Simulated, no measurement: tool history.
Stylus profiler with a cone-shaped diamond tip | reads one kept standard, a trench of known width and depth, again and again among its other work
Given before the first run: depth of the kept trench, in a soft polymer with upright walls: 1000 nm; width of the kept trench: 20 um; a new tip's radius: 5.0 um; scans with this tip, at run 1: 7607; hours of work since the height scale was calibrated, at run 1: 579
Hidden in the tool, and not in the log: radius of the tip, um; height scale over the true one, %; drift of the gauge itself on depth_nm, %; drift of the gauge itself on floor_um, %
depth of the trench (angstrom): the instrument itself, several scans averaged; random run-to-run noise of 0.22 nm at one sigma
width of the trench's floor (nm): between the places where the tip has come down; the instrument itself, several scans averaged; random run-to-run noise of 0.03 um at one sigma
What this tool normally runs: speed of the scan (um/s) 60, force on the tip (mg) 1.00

run	hour	speed of the scan (um/s)	force on the tip (mg)	scans with this tip	hours of work since the height scale was calibrated	depth of the trench (angstrom)	width of the trench's floor (nm)
1	0.0	60	1.00	7607	579	10061.2	13460
2	16.3	60	1.00	7740	589	10065.8	13570
3	31.3	60	1.00	7862	598	10067.7	13460
4	51.9	60	1.00	8030	611	10065.7	13520
5	75.6	60	1.00	8223	626	10064.8	13480
6	96.5	60	1.00	8393	639	10067.7	13510
7	118.4	60	1.00	8572	652	10064.9	13540
8	137.1	60	1.00	8724	664	10063.5	13480
9	149.3	60	1.00	8824	671	10067.7	13530
10	161.4	60	1.00	8922	679	10065.5	13540
11	177.8	60	1.00	9056	689	10067.5	13470
12	189.9	43	1.00	9155	697	10064.3	13670
13	211.8	43	1.00	9332	710	10066.5	13590
14	230.3	17	1.00	9483	722	10066.4	13860
15	247.8	60	0.43	9626	732	10036.7	13190
16	271.2	60	0.43	9816	747	10035.4	13270
17	288.3	60	0.43	9956	758	10040.3	13250
18	302.8	60	0.43	10074	767	10033.9	13200
19	324.4	60	0.64	10250	780	10047.6	13350
20	347.5	60	1.00	10438	794	10067.6	13530
21	367.5	60	0.99	10602	807	10065.1	13460
22	389.3	60	0.99	10779	820	10060.4	13520
23	400.8	60	0.99	10873	827	10066.7	13450
24	423.1	154	1.15	11055	841	10073.5	12810
25	440.3	154	1.15	11195	852	10071.8	12830
26	463.9	47	1.41	11387	867	10079.8	13660
27	476.1	86	1.83	11486	874	10099.6	13480
28	499.3	81	2.85	11676	888	10134.0	13580
29	509.1	182	2.56	11755	895	10121.9	13040
30	522.6	40	0.53	11865	903	10043.0	13530
31	544.3	30	0.37	12042	916	10037.6	13610
32	566.7	30	0.37	12225	930	10035.8	13640
33	587.2	30	0.37	12391	943	10034.6	13610
34	604.0	30	0.37	12528	953	10032.8	13590
35	620.4	79	0.85	12662	964	10058.1	13310
36	641.9	42	2.73	12837	977	10128.2	13790
37	664.7	17	1.36	13023	991	10080.1	13880
38	676.0	17	1.36	13115	998	10083.1	13900
39	687.0	41	3.00	13204	1005	10139.5	13770
40	710.1	66	1.74	13393	1019	10094.0	13530
41	729.2	228	2.89	13548	1031	10136.9	12910
42	743.4	193	1.01	13664	1040	10068.3	12450
43	760.4	24	1.01	13802	1050	10068.6	13780
44	782.7	224	2.54	13985	1064	10122.0	12880
45	800.0	224	2.54	14125	1075	10121.0	12830
46	810.5	23	1.31	14211	1081	10078.3	13830

Forecast each of these 4 alternatives for the next run:
A	823.6	105	1.00	14318	1090	?	?
B	823.6	75	1.00	14318	1090	?	?
C	823.6	39	0.42	14318	1090	?	?
D	823.6	24	0.81	14318	1090	?	?

run	depth of the trench (angstrom)	width of the trench's floor (nm)
A	10065.3	13140
B	10062.4	13410
C	10036.4	13470
D	10053.4	13770
Stripped of hidden state, with their random variation kept, the same runs would have yielded:
run	depth of the trench (angstrom)	width of the trench's floor (nm)
A	10065.1	13160
B	10062.2	13420
C	10036.2	13490
D	10053.1	13780
